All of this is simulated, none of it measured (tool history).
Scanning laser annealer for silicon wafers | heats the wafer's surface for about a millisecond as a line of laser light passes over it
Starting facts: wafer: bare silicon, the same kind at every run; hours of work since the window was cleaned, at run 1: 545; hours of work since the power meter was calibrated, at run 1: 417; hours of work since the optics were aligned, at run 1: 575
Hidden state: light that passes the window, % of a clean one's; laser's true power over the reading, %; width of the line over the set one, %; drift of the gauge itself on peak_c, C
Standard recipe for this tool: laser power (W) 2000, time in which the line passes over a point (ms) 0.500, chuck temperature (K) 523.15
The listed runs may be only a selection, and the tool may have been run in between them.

run,day,laser power (W),time in which the line passes over a point (ms),chuck temperature (K),hours of work since the window was cleaned,hours of work since the power meter was calibrated,hours of work since the optics were aligned,highest temperature of the surface (K)
1,0.000,2000,0.500,523.15,545,417,575,1306.15
2,0.988,2000,0.500,523.15,556,427,585,1309.15
3,1.838,2000,0.500,523.15,564,436,594,1300.15
4,2.975,2000,0.500,523.15,576,448,606,1301.15
5,4.083,2000,0.500,523.15,588,459,617,1304.15
6,5.808,2000,0.500,523.15,606,478,635,1299.15
7,7.308,2000,0.514,523.15,622,493,651,1309.15
8,8.062,2039,0.500,523.15,630,501,659,1315.15
9,9.554,1713,0.500,523.15,645,517,675,1180.15
10,11.042,2000,0.500,523.15,661,532,690,1295.15
11,12.729,2000,0.500,523.15,678,550,708,1298.15
12,13.633,2000,0.500,523.15,688,559,717,1292.15
13,14.888,2000,0.500,533.15,701,573,730,1302.15
14,16.229,2000,0.500,533.15,715,587,744,1301.15
15,17.900,2000,0.500,533.15,733,604,762,1302.15
16,19.296,2000,0.547,533.15,747,619,777,1332.15
# day 20.525: window over the wafer cleaned
17,20.575,2000,0.500,523.15,1,631,789,1329.15
18,21.912,2000,0.500,523.15,15,645,803,1326.15
19,22.671,2000,0.604,523.15,22,653,811,1401.15
20,23.412,2000,0.604,523.15,30,661,819,1395.15
21,24.858,2000,0.604,523.15,45,676,834,1395.15
22,26.400,2169,0.509,495.15,61,692,850,1367.15
23,27.921,2169,0.509,495.15,77,708,866,1369.15
24,28.738,2169,0.509,495.15,86,717,875,1371.15
25,29.975,1945,0.420,543.15,99,730,887,1254.15
26,31.225,1945,0.420,543.15,112,743,901,1254.15
27,32.238,1945,0.420,543.15,123,753,911,1254.15
28,33.604,2000,0.375,523.15,137,768,925,1221.15
29,35.400,2000,0.375,523.15,156,786,944,1215.15
30,36.550,1997,0.498,504.15,168,798,956,1294.15
31,37.596,1997,0.498,504.15,179,809,967,1292.15
32,39.412,1997,0.498,504.15,198,828,986,1290.15
33,40.629,1802,0.500,499.15,210,841,999,1205.15
34,41.592,1802,0.500,499.15,220,851,1009,1207.15
35,42.792,2197,0.500,488.15,233,864,1022,1353.15
36,44.362,2197,0.480,508.15,249,880,1038,1361.15
37,45.146,2197,0.480,508.15,258,888,1046,1359.15
# day 46.038: optics aligned, line set to its width
38,46.304,2197,0.480,508.15,268,898,3,1382.15
39,47.638,1921,0.395,561.15,282,912,17,1252.15
40,48.550,1921,0.395,561.15,291,922,26,1248.15

Had the tool no unlogged condition, and each run kept its random variation, what would the results have been?
run,highest temperature of the surface (K)
1,1349.15
2,1353.15
3,1344.15
4,1346.15
5,1349.15
6,1346.15
7,1358.15
8,1365.15
9,1222.15
10,1346.15
11,1350.15
12,1345.15
13,1356.15
14,1356.15
15,1358.15
16,1392.15
17,1350.15
18,1348.15
19,1426.15
20,1420.15
21,1421.15
22,1395.15
23,1398.15
24,1401.15
25,1279.15
26,1280.15
27,1280.15
28,1248.15
29,1243.15
30,1326.15
31,1326.15
32,1325.15
33,1237.15
34,1240.15
35,1395.15
36,1403.15
37,1402.15
38,1402.15
39,1268.15
40,1265.15
